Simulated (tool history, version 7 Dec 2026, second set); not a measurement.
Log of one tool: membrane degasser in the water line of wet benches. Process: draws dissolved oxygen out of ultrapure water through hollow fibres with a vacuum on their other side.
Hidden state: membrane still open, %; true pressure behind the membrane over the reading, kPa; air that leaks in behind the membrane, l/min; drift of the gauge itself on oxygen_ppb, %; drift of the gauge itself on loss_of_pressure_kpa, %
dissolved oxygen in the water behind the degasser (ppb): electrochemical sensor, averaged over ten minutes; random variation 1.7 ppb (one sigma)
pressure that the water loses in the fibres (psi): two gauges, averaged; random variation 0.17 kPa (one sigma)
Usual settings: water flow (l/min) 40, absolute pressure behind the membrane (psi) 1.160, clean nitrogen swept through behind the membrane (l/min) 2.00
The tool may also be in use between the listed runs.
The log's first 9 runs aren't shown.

run	day	water flow (l/min)	absolute pressure behind the membrane (psi)	clean nitrogen swept through behind the membrane (l/min)	hours since the membrane was changed	hours since the vacuum gauge was calibrated	hours since the vacuum lines were made tight	dissolved oxygen in the water behind the degasser (ppb)	pressure that the water loses in the fibres (psi)
10	14.775	40	1.160	2.00	1434	1366	1159	213.3	4.000
11	15.975	40	1.160	2.00	1463	1395	1188	218.6	4.004
12	17.983	40	1.160	2.00	1511	1443	1236	214.2	4.067
13	19.108	40	0.841	2.00	1538	1470	1263	120.4	4.041
14	20.679	34	0.841	2.00	1576	1507	1301	103.4	3.420
15	22.108	40	1.160	2.00	1610	1542	1335	215.4	4.033
# day 22.246: vacuum gauge calibrated
16	23.862	40	1.160	2.00	1652	39	1377	218.9	3.997
17	25.600	40	1.160	1.31	1694	81	1419	308.0	4.073
# day 26.554: vacuum gauge calibrated, once more
18	26.554	28	2.020	5.61	1716	0	1441	127.5	2.841
19	27.733	51	1.376	2.00	1744	28	1469	339.6	5.091
20	29.521	40	2.653	0.84	1787	71	1512	1209.5	4.023
21	30.892	46	2.670	0.94	1820	104	1545	1244.4	4.627
22	32.079	30	2.293	3.09	1849	133	1574	281.1	3.008
23	34.129	57	0.950	3.60	1898	182	1623	131.6	5.758
24	35.208	30	1.160	1.47	1924	208	1649	214.7	3.004

The next listed run, before its measurement:
25	37.033	34	1.990	4.52	1967	251	1693	?	?

{"run 25": {"dissolved oxygen in the water behind the degasser (ppb)": 186.6, "pressure that the water loses in the fibres (psi)": 3.45}}
Without the tool's hidden state the same run would have given dissolved oxygen in the water behind the degasser (ppb) 184.8, pressure that the water loses in the fibres (psi) 3.375.
